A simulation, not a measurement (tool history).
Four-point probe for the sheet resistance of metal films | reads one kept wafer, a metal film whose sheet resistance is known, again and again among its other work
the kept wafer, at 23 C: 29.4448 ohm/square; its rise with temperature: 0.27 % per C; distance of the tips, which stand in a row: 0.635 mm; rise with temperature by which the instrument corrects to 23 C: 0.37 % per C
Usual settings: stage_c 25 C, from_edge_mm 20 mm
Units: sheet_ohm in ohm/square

| run | day | stage_c | from_edge_mm | sheet_ohm |
|---|---|---|---|---|
| 1 | 0 | 25 | 20 | 29.420753 |
| 2 | 3.762 | 25 | 20 | 29.415714 |
| 3 | 6.921 | 25 | 27 | 29.405168 |
| 4 | 8.933 | 32 | 20 | 29.220572 |
| 5 | 10.546 | 25 | 71 | 29.394456 |
| 6 | 14.183 | 25 | 8 | 29.502259 |
| 7 | 17.554 | 25 | 8 | 29.507896 |
| 8 | 19.342 | 25 | 8 | 29.519032 |
| 9 | 22.771 | 25 | 8 | 29.517326 |
| 10 | 24.4 | 25 | 17 | 29.434571 |
|  | 25.038 | stage's thermometer calibrated |
| 11 | 27.092 | 25 | 17 | 29.479535 |
| 12 | 28.967 | 25 | 17 | 29.491554 |
| 13 | 32.117 | 25 | 17 | 29.476164 |
| 14 | 35.104 | 34 | 17 | 29.238931 |
| 15 | 38.396 | 34 | 20 | 29.2343 |
| 16 | 41.042 | 34 | 20 | 29.240143 |
| 17 | 43.367 | 32 | 20 | 29.295568 |
| 18 | 46.246 | 32 | 20 | 29.297958 |
| 19 | 48.412 | 25 | 51 | 29.493184 |
| 20 | 51.046 | 25 | 51 | 29.486691 |
| 21 | 53.188 | 25 | 51 | 29.486753 |
| 22 | 56.054 | 25 | 20 | 29.501657 |
| 23 | 58.138 | 24 | 5 | 29.775926 |
| 24 | 60.817 | 24 | 5 | 29.772242 |
| 25 | 62.542 | 27 | 9 | 29.531193 |
| 26 | 65.3 | 22 | 20 | 29.599957 |
| 27 | 68.862 | 22 | 20 | 29.615169 |
| 28 | 71.304 | 22 | 20 | 29.616362 |
| 29 | 73.217 | 22 | 54 | 29.60589 |
| 30 | 76.104 | 23 | 13 | 29.612101 |
| 31 | 79.942 | 18 | 12 | 29.770921 |
|  | 81.446 | new probe head fitted |
| 32 | 82.279 | 18 | 12 | 29.58003 |
| 33 | 85.692 | 32 | 3 | 29.812584 |
| 34 | 88.379 | 24 | 10 | 29.424528 |
| 35 | 89.988 | 19 | 10 | 29.571758 |
| 36 | 93.117 | 25 | 20 | 29.352823 |
| 37 | 95.604 | 29 | 43 | 29.229608 |
| 38 | 97.533 | 24 | 21 | 29.397812 |
| 39 | 100.879 | 20 | 17 | 29.516683 |
| 40 | 102.767 | 20 | 17 | 29.508149 |
|  | 105.921 | stage's thermometer calibrated |
| 41 | 106.6 | 20 | 17 | 29.548948 |
| 42 | 109.871 | 31 | 30 | 29.214641 |
| 43 | 113.021 | 24 | 38 | 29.418621 |

4 ways to go on from here, each from the tool as it stands after run 43. What would each give?
| A | 116.325 | 19 | 20 | ? |
| B | 116.325 | 24 | 10 | ? |
| C | 116.325 | 24 | 33 | ? |
| D | 116.325 | 27 | 26 | ? |

| run | sheet_ohm |
|---|---|
| A | 29.563724 |
| B | 29.466905 |
| C | 29.41841 |
| D | 29.329765 |
Without the tool's hidden state the same runs would have given:
| run | sheet_ohm |
|---|---|
| A | 29.568906 |
| B | 29.471987 |
| C | 29.423483 |
| D | 29.334775 |

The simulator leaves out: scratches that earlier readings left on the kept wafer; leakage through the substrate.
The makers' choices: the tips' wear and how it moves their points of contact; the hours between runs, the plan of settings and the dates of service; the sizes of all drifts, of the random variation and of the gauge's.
